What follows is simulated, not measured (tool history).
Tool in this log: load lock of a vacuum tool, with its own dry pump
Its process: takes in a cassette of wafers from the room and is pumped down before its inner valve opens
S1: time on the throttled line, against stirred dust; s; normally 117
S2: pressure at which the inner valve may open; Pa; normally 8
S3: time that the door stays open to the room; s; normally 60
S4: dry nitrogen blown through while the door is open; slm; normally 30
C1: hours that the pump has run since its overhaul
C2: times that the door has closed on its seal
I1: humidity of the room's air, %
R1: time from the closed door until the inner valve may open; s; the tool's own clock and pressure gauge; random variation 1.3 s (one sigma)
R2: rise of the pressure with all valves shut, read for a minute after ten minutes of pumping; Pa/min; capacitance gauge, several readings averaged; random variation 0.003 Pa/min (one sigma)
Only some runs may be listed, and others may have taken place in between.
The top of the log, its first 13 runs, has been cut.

run,day,S1,S2,S3,S4,C1,C2,I1,R1,R2
# day 149.554: door's seal changed, seat wiped
14,159.317,117,11,60,30,7761,1119,47.0,197.4,0.020
15,169.488,117,11,60,30,8005,2285,47.7,199.1,0.023
16,184.421,117,11,60,30,8363,3997,47.5,198.7,0.023
17,191.796,117,8,60,11,8540,4843,42.6,203.2,0.026
18,206.825,117,8,60,11,8901,6566,49.9,202.5,0.034
19,223.588,117,8,60,11,9303,8488,45.9,203.0,0.032
20,237.817,117,8,60,11,9645,10119,45.3,200.3,0.034
21,250.450,93,8,60,11,9948,11568,43.2,182.4,0.028
22,265.850,117,15,60,5,10318,13333,45.6,194.8,0.036
23,281.746,117,15,60,5,10699,15156,47.2,196.7,0.039
24,295.925,141,8,58,30,11040,16782,43.5,224.3,0.019
25,312.238,73,8,60,7,11431,18652,42.8,166.8,0.037
26,327.271,199,9,127,5,11792,20375,47.0,266.5,0.049
27,337.071,150,10,127,5,12027,21499,46.5,228.9,0.050
28,348.846,150,10,127,5,12310,22849,43.3,225.8,0.046
29,361.133,91,6,60,30,12605,24258,44.1,184.0,0.022
30,373.183,176,11,75,30,12894,25639,42.9,249.6,0.025
31,385.146,130,7,55,30,13181,27011,43.4,216.8,0.021
32,394.700,130,13,115,30,13410,28106,47.3,207.6,0.029
33,406.783,106,8,60,30,13700,29492,45.1,193.8,0.022
34,423.096,63,6,60,5,14092,31362,45.7,162.4,0.036
35,437.321,63,6,60,5,14433,32993,46.8,163.7,0.043
36,446.700,63,7,60,41,14658,34068,44.5,160.3,0.019
37,456.892,135,6,60,41,14903,35237,44.8,221.3,0.022
38,465.138,135,6,60,15,15101,36182,42.7,225.3,0.027

3 options for the next run, each taken on its own from the tool as it stands now. Forecast them:
A,476.842,135,6,60,21,15381,37524,42.9,?,?
B,476.842,60,8,208,6,15381,37524,42.0,?,?
C,476.842,97,14,60,29,15381,37524,43.4,?,?

run,R1,R2
A,222.8,0.018
B,157.2,0.058
C,180.5,0.021
What these runs would have given with no unlogged condition in the tool:
run,R1,R2
A,222.5,0.017
B,156.9,0.057
C,180.2,0.020
